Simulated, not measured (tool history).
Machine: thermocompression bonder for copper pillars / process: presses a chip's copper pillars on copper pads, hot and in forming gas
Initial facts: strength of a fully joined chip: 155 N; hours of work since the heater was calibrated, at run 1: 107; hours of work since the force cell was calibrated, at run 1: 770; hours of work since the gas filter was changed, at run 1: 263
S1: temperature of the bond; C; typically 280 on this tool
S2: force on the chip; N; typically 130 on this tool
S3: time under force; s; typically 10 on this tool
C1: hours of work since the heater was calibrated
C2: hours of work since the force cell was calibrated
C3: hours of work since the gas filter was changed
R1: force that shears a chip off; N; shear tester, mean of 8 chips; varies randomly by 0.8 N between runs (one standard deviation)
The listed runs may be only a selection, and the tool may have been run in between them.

Run 1, hour 0.0: usual settings; C1 107; C2 770; C3 263. Result: R1 60.8 N.
Run 2, hour 29.1: usual settings; C1 124; C2 787; C3 281. Result: R1 60.3 N.
Run 3, hour 53.7: usual settings; C1 139; C2 802; C3 296. Result: R1 62.4 N.
Run 4, hour 83.5: usual settings; C1 157; C2 820; C3 314. Result: R1 60.8 N.
Run 5, hour 108.6: usual settings; C1 172; C2 835; C3 329. Result: R1 60.9 N.
Run 6, hour 137.2: usual settings; C1 189; C2 852; C3 346. Result: R1 60.4 N.
Run 7, hour 174.6: usual settings; C1 212; C2 875; C3 368. Result: R1 60.7 N.
At hour 179.1: force cell calibrated.
Run 8, hour 200.8: usual settings; C1 227; C2 13; C3 383. Result: R1 61.6 N.
Run 9, hour 228.4: usual settings but S2 128 N; C1 243; C2 30; C3 400. Result: R1 58.3 N.
At hour 238.0: forming gas filter changed.
Run 10, hour 262.6: usual settings but S2 128 N; C1 264; C2 50; C3 15. Result: R1 63.6 N.
Run 11, hour 288.8: usual settings but S1 252 C; C1 279; C2 66; C3 31. Result: R1 41.9 N.
Run 12, hour 326.0: usual settings but S1 266 C; C1 302; C2 88; C3 53. Result: R1 50.3 N.
Run 13, hour 361.0: usual settings but S1 266 C, S3 26 s; C1 323; C2 109; C3 74. Result: R1 72.6 N.
Run 14, hour 376.5: usual settings but S1 268 C, S3 15 s; C1 332; C2 118; C3 83. Result: R1 61.6 N.
At hour 408.1: force cell calibrated, once more.
Run 15, hour 410.5: usual settings but S1 268 C, S3 15 s; C1 352; C2 1; C3 103. Result: R1 57.7 N.
Run 16, hour 430.5: usual settings but S1 268 C, S3 15 s; C1 364; C2 13; C3 115. Result: R1 58.5 N.
Run 17, hour 464.8: usual settings but S1 274 C, S3 25 s; C1 384; C2 34; C3 136. Result: R1 74.8 N.
Run 18, hour 497.3: usual settings but S1 274 C, S2 165 N, S3 8 s; C1 404; C2 54; C3 155. Result: R1 62.3 N.
Run 19, hour 531.4: usual settings but S1 274 C, S2 165 N, S3 26 s; C1 424; C2 74; C3 176. Result: R1 93.2 N.
Run 20, hour 567.4: usual settings but S1 301 C; C1 446; C2 96; C3 197. Result: R1 75.0 N.
Run 21, hour 597.8: usual settings but S1 262 C, S2 136 N, S3 21 s; C1 464; C2 114; C3 216. Result: R1 61.2 N.
Run 22, hour 625.0: usual settings but S1 284 C, S3 13 s; C1 481; C2 130; C3 232. Result: R1 66.0 N.
Run 23, hour 662.9: usual settings but S1 302 C, S2 94 N, S3 13 s; C1 503; C2 153; C3 255. Result: R1 59.7 N.
Run 24, hour 695.9: usual settings but S1 302 C, S2 94 N, S3 13 s; C1 523; C2 173; C3 275. Result: R1 59.3 N.
Run 25, hour 733.3: usual settings but S1 302 C, S2 136 N, S3 20 s; C1 546; C2 196; C3 297. Result: R1 94.0 N.

Measured result minus the same run's result without the hidden state. Both carry the same run-to-run variation, though not necessarily the same gauge scatter:
Hidden conditions of the tool in this case: true temperature of the bond over the reading, C; force that reaches the chip, % of what is set; oxide that the forming gas leaves, % of the face; drift of the gauge itself on shear_n, %.
run    R1
  1  -0.6
  2  -1.0
  3  -1.2
  4  -1.6
  5  -1.9
  6  -2.2
  7  -2.7
  8  -2.4
  9  -2.5
 10  +0.5
 11  -0.1
 12  -0.3
 13  -1.1
 14  -1.0
 15  -4.0
 16  -4.3
 17  -5.5
 18  -5.3
 19  -7.0
 20  -6.3
 21  -6.6
 22  -6.9
 23  -6.4
 24  -6.8
 25  -9.5
